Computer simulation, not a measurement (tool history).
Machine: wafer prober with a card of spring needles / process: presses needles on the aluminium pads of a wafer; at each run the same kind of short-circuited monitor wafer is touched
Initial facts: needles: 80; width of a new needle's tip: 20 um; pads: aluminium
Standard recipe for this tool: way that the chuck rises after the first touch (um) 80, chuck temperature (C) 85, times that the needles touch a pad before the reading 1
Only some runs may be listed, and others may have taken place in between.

run	day	way that the chuck rises after the first touch (um)	chuck temperature (C)	times that the needles touch a pad before the reading	resistance of one needle with its contact and lead (mohm)	way that a needle slides on the pad (um)
1	0	80	85	1	282	9.93
# day 0.312: tips cleaned on abrasive film
# day 0.646: tips cleaned on abrasive film
2	0.683	80	85	1	288	9.88
# day 0.967: tips cleaned on abrasive film
3	1.05	80	85	1	288	9.95
# day 1.288: tips cleaned on abrasive film
# day 1.625: tips cleaned on abrasive film
4	1.908	80	85	1	283	9.87
# day 1.983: tips cleaned on abrasive film
# day 2.312: tips cleaned on abrasive film
# day 2.625: tips cleaned on abrasive film
# day 2.767: height of the first contact set anew
5	2.833	80	85	1	284	9.89
# day 2.967: tips cleaned on abrasive film
# day 3.308: tips cleaned on abrasive film
6	3.404	80	54	1	275	9.87
# day 3.658: tips cleaned on abrasive film
# day 4.012: tips cleaned on abrasive film
7	4.192	83	29	2	270	10.37
# day 4.346: tips cleaned on abrasive film
# day 4.679: tips cleaned on abrasive film
8	4.938	99	75	1	279	12.31
# day 4.992: tips cleaned on abrasive film
# day 5.338: tips cleaned on abrasive film
9	5.4	99	75	1	282	12.3
# day 5.683: tips cleaned on abrasive film
# day 6.004: tips cleaned on abrasive film
10	6.217	64	75	3	284	7.99
# day 6.367: tips cleaned on abrasive film
# day 6.7: tips cleaned on abrasive film
11	6.762	80	35	1	269	9.95
# day 7.058: tips cleaned on abrasive film
12	7.362	62	43	1	276	7.73

4 ways to go on from here, each from the tool as it stands after run 12. What would each give?
# day 7.438: tips cleaned on abrasive film
# day 7.788: tips cleaned on abrasive film
# day 8.158: tips cleaned on abrasive film
A	8.179	87	122	2	?	?
# day 7.438: tips cleaned on abrasive film
# day 7.788: tips cleaned on abrasive film
# day 8.158: tips cleaned on abrasive film
B	8.179	80	115	1	?	?
# day 7.438: tips cleaned on abrasive film
# day 7.788: tips cleaned on abrasive film
# day 8.158: tips cleaned on abrasive film
C	8.179	62	59	1	?	?
# day 7.438: tips cleaned on abrasive film
# day 7.788: tips cleaned on abrasive film
# day 8.158: tips cleaned on abrasive film
D	8.179	79	85	1	?	?

run	resistance of one needle with its contact and lead (mohm)	way that a needle slides on the pad (um)
A	292	10.94
B	291	10.01
C	281	7.69
D	282	9.8
Without the tool's hidden state the same runs would have given:
run	resistance of one needle with its contact and lead (mohm)	way that a needle slides on the pad (um)
A	292	10.85
B	291	9.92
C	280	7.62
D	282	9.71
